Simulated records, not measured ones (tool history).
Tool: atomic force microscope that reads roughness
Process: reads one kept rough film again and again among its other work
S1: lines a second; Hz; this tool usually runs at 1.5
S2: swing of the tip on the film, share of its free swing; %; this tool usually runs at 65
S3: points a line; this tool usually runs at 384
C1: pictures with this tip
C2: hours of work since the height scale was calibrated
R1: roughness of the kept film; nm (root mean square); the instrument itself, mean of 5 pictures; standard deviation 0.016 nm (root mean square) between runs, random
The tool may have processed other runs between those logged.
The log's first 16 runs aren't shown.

run	day	S1	S2	S3	C1	C2	R1
17	18.221	1.5	65	384	43	906	3.326
# day 19.562: new tip fitted
18	19.562	1.5	65	384	0	923	3.963
19	20.767	1.5	65	384	36	938	3.455
20	22.004	1.5	65	384	73	953	2.987
# day 22.367: new tip fitted
21	23.038	2.93	67	839	20	965	3.422
22	23.904	2.93	67	839	46	976	3.06
# day 24.05: height scale calibrated on a step standard
23	24.979	0.51	61	916	77	11	3.037
# day 25.117: new tip fitted
24	25.921	1.06	78	384	24	23	3.417
25	27.092	1.33	77	384	59	37	2.887
# day 27.846: new tip fitted
26	28.029	1.5	73	785	6	48	3.82
27	28.962	1.4	73	756	34	60	3.366
# day 29.238: height scale calibrated on a step standard, once more
28	30.367	1.56	59	397	75	14	2.956
# day 30.55: new tip fitted
29	31.708	1.5	65	370	34	30	3.356
30	32.721	1.5	65	370	65	43	3.025
# day 33.312: new tip fitted
31	33.758	1.5	68	384	13	55	3.63
32	34.779	0.98	90	794	44	68	3.008
33	35.779	3.21	58	405	74	80	2.856
# day 36.046: new tip fitted
34	37.35	3.21	58	405	39	99	3.225
35	38.133	1.75	61	384	63	109	3.001
# day 38.717: new tip fitted
36	38.938	1.5	65	507	6	118	3.803
37	39.888	3.06	56	731	35	130	3.335
38	40.867	3.76	71	651	64	142	2.579
# day 41.442: new tip fitted
39	42.45	2.66	71	384	30	161	3.137
40	43.821	0.96	64	280	71	178	2.938

Forecast each of these 5 alternatives for the next run:
# day 44.196: new tip fitted
A	44.904	1.5	82	384	21	191	?
# day 44.196: new tip fitted
B	44.904	0.96	79	280	21	191	?
# day 44.196: new tip fitted
C	44.904	0.96	64	489	21	191	?
# day 44.196: new tip fitted
D	44.904	2.97	68	346	21	191	?
# day 44.196: new tip fitted
E	44.904	1.5	65	769	21	191	?

run	R1
A	3.314
B	3.453
C	3.676
D	3.327
E	3.632
Had the tool no hidden state, the same runs would have come out as:
run	R1
A	3.678
B	3.834
C	4.081
D	3.692
E	4.032
